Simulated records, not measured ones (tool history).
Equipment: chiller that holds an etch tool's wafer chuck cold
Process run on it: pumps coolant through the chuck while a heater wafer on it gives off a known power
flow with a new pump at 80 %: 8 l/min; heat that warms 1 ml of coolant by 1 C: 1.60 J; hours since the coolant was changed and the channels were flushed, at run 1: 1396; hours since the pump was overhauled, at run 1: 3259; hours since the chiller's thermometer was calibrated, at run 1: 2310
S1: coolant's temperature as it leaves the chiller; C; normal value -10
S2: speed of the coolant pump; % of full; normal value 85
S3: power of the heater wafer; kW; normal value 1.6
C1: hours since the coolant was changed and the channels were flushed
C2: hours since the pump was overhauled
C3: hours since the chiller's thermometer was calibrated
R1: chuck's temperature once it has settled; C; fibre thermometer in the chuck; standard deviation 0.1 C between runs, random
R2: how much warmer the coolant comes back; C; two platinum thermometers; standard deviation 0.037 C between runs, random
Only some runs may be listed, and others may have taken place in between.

Run 1, hour 0: usual settings; C1 1396; C2 3259; C3 2310. Result: R1 2.6 C, R2 7.52 C.
Run 2, hour 130.3: usual settings; C1 1526; C2 3390; C3 2441. Result: R1 2.8 C, R2 7.52 C.
Run 3, hour 241.9: usual settings; C1 1638; C2 3501; C3 2552. Result: R1 2.9 C, R2 7.54 C.
Run 4, hour 401.9: usual settings; C1 1798; C2 3661; C3 2712. Result: R1 2.9 C, R2 7.5 C.
Run 5, hour 545.8: usual settings; C1 1942; C2 3805; C3 2856. Result: R1 2.9 C, R2 7.59 C.
Run 6, hour 676: usual settings; C1 2072; C2 3935; C3 2986. Result: R1 3 C, R2 7.61 C.
Run 7, hour 766.4: usual settings; C1 2162; C2 4026; C3 3077. Result: R1 2.9 C, R2 7.65 C.
At hour 827.1: chiller's thermometer calibrated.
Run 8, hour 858.2: usual settings but S3 1.432 kW; C1 2253; C2 4116; C3 31. Result: R1 1.6 C, R2 6.8 C.
Run 9, hour 936.8: usual settings; C1 2332; C2 4195; C3 110. Result: R1 2.8 C, R2 7.63 C.
Run 10, hour 1066.8: usual settings but S2 97 % of full, S3 1.806 kW; C1 2462; C2 4325; C3 240. Result: R1 3.4 C, R2 7.6 C.
Run 11, hour 1143.4: usual settings but S2 78 % of full, S3 0.8 kW; C1 2538; C2 4402; C3 316. Result: R1 -2.9 C, R2 4.14 C.
At hour 1159.2: coolant pump overhauled.
Run 12, hour 1264.6: usual settings but S3 2.059 kW; C1 2655; C2 105; C3 432. Result: R1 6.8 C, R2 9.97 C.
Run 13, hour 1365.8: usual settings but S1 -15 C; C1 2756; C2 207; C3 534. Result: R1 -1.8 C, R2 7.71 C.
Run 14, hour 1531.6: usual settings but S1 -15 C; C1 2922; C2 372; C3 700. Result: R1 -1.7 C, R2 7.79 C.
Run 15, hour 1686.6: usual settings but S1 -15 C; C1 3077; C2 527; C3 854. Result: R1 -1.5 C, R2 7.93 C.
Run 16, hour 1827.4: usual settings but S1 -4 C, S2 82 % of full, S3 1.725 kW; C1 3217; C2 668; C3 995. Result: R1 10.7 C, R2 8.7 C.
Run 17, hour 1986.4: usual settings but S1 -4 C, S2 87 % of full, S3 1.725 kW; C1 3376; C2 827; C3 1154. Result: R1 10.3 C, R2 8.31 C.

Alternative continuations, all from the tool just after run 17; predict every row:
Run A, hour 2060.2: usual settings but S1 0 C, S2 76 % of full, S3 1.741 kW; C1 3450; C2 901; C3 1228. Result: R1 ?, R2 ?.
Run B, hour 2060.2: usual settings but S2 68 % of full; C1 3450; C2 901; C3 1228. Result: R1 ?, R2 ?.
Run C, hour 2060.2: usual settings but S1 -4 C, S2 98 % of full, S3 0.931 kW; C1 3450; C2 901; C3 1228. Result: R1 ?, R2 ?.
Run D, hour 2060.2: usual settings but S3 2.327 kW; C1 3450; C2 901; C3 1228. Result: R1 ?, R2 ?.

run    R1     R2
  A  15.9   9.58
  B     6   9.81
  C     3   3.95
  D   9.4  11.47
Without the tool's unlogged condition, the same runs would have read:
run    R1    R2
  A  13.8   8.6
  B   3.9   8.8
  C     2  3.55
  D   6.8  10.3
